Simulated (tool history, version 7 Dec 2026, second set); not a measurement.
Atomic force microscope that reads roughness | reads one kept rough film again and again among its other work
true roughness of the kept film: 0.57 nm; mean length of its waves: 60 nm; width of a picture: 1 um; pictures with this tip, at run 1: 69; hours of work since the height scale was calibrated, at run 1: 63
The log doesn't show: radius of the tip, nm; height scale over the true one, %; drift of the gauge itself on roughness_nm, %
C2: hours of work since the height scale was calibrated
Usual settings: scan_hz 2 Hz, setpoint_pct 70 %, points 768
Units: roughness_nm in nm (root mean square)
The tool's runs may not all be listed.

Run 1, hour 0: usual settings; pictures with this tip 69; C2 63. Result: roughness_nm 0.5445 nm (root mean square).
Run 2, hour 12.2: usual settings; pictures with this tip 94; C2 71. Result: roughness_nm 0.5445 nm (root mean square).
Run 3, hour 23.2: usual settings; pictures with this tip 117; C2 79. Result: roughness_nm 0.5435 nm (root mean square).
Run 4, hour 30.3: usual settings but setpoint_pct 76 %; pictures with this tip 132; C2 84. Result: roughness_nm 0.5364 nm (root mean square).
Run 5, hour 40.8: usual settings but setpoint_pct 56 %; pictures with this tip 154; C2 91. Result: roughness_nm 0.5545 nm (root mean square).
Run 6, hour 53.3: usual settings; pictures with this tip 180; C2 99. Result: roughness_nm 0.5439 nm (root mean square).
Run 7, hour 65.4: usual settings but points 522; pictures with this tip 205; C2 108. Result: roughness_nm 0.5416 nm (root mean square).
Run 8, hour 76.3: usual settings but points 522; pictures with this tip 227; C2 115. Result: roughness_nm 0.5418 nm (root mean square).
Run 9, hour 84.8: usual settings but setpoint_pct 63 %; pictures with this tip 245; C2 121. Result: roughness_nm 0.5473 nm (root mean square).
Run 10, hour 98.4: usual settings but setpoint_pct 63 %; pictures with this tip 273; C2 130. Result: roughness_nm 0.5485 nm (root mean square).
Run 11, hour 110.1: usual settings but scan_hz 1.77 Hz; pictures with this tip 297; C2 138. Result: roughness_nm 0.544 nm (root mean square).
Run 12, hour 115.8: usual settings but scan_hz 1.77 Hz; pictures with this tip 309; C2 142. Result: roughness_nm 0.542 nm (root mean square).
At hour 117.5: new tip fitted.
Run 13, hour 129: usual settings but scan_hz 1.77 Hz; pictures with this tip 23; C2 150. Result: roughness_nm 0.5483 nm (root mean square).
Run 14, hour 142.2: usual settings but scan_hz 1.77 Hz; pictures with this tip 51; C2 159. Result: roughness_nm 0.547 nm (root mean square).
Run 15, hour 149.3: usual settings but scan_hz 1.77 Hz; pictures with this tip 65; C2 164. Result: roughness_nm 0.5471 nm (root mean square).
Run 16, hour 162.1: usual settings but scan_hz 1.77 Hz; pictures with this tip 92; C2 173. Result: roughness_nm 0.5467 nm (root mean square).
Run 17, hour 173.4: usual settings but scan_hz 1.4 Hz, setpoint_pct 66 %, points 783; pictures with this tip 115; C2 180. Result: roughness_nm 0.5524 nm (root mean square).
Run 18, hour 184.9: usual settings but scan_hz 0.55 Hz, setpoint_pct 79 %, points 746; pictures with this tip 139; C2 188. Result: roughness_nm 0.5543 nm (root mean square).
Run 19, hour 192.8: usual settings but scan_hz 0.55 Hz, setpoint_pct 79 %, points 746; pictures with this tip 155; C2 194. Result: roughness_nm 0.5544 nm (root mean square).
Run 20, hour 199.2: usual settings but scan_hz 0.55 Hz, setpoint_pct 84 %, points 345; pictures with this tip 169; C2 198. Result: roughness_nm 0.5504 nm (root mean square).
Run 21, hour 208.4: usual settings but scan_hz 0.55 Hz, setpoint_pct 84 %, points 345; pictures with this tip 188; C2 204. Result: roughness_nm 0.5502 nm (root mean square).
Run 22, hour 216.7: usual settings but scan_hz 0.55 Hz, setpoint_pct 84 %, points 345; pictures with this tip 205; C2 210. Result: roughness_nm 0.5496 nm (root mean square).
Run 23, hour 227.9: usual settings but scan_hz 2.62 Hz, setpoint_pct 63 %, points 417; pictures with this tip 228; C2 217. Result: roughness_nm 0.5439 nm (root mean square).
Run 24, hour 235.2: usual settings but setpoint_pct 86 %, points 295; pictures with this tip 243; C2 222. Result: roughness_nm 0.5177 nm (root mean square).
Run 25, hour 244.5: usual settings but setpoint_pct 86 %, points 295; pictures with this tip 262; C2 229. Result: roughness_nm 0.5172 nm (root mean square).

Forecast each of these 4 alternatives for the next run:
Run A, hour 254.3: usual settings but scan_hz 1.32 Hz, points 445; pictures with this tip 283; C2 235. Result: roughness_nm ?.
Run B, hour 254.3: usual settings but setpoint_pct 89 %, points 295; pictures with this tip 283; C2 235. Result: roughness_nm ?.
Run C, hour 254.3: usual settings but setpoint_pct 58 %, points 341; pictures with this tip 283; C2 235. Result: roughness_nm ?.
Run D, hour 254.3: usual settings but scan_hz 1.46 Hz, setpoint_pct 86 %, points 296; pictures with this tip 283; C2 235. Result: roughness_nm ?.

run  roughness_nm
  A        0.5478
  B        0.5112
  C         0.549
  D        0.5266
Without the tool's hidden state the same runs would have given:
run  roughness_nm
  A        0.5533
  B        0.5163
  C        0.5545
  D        0.5319
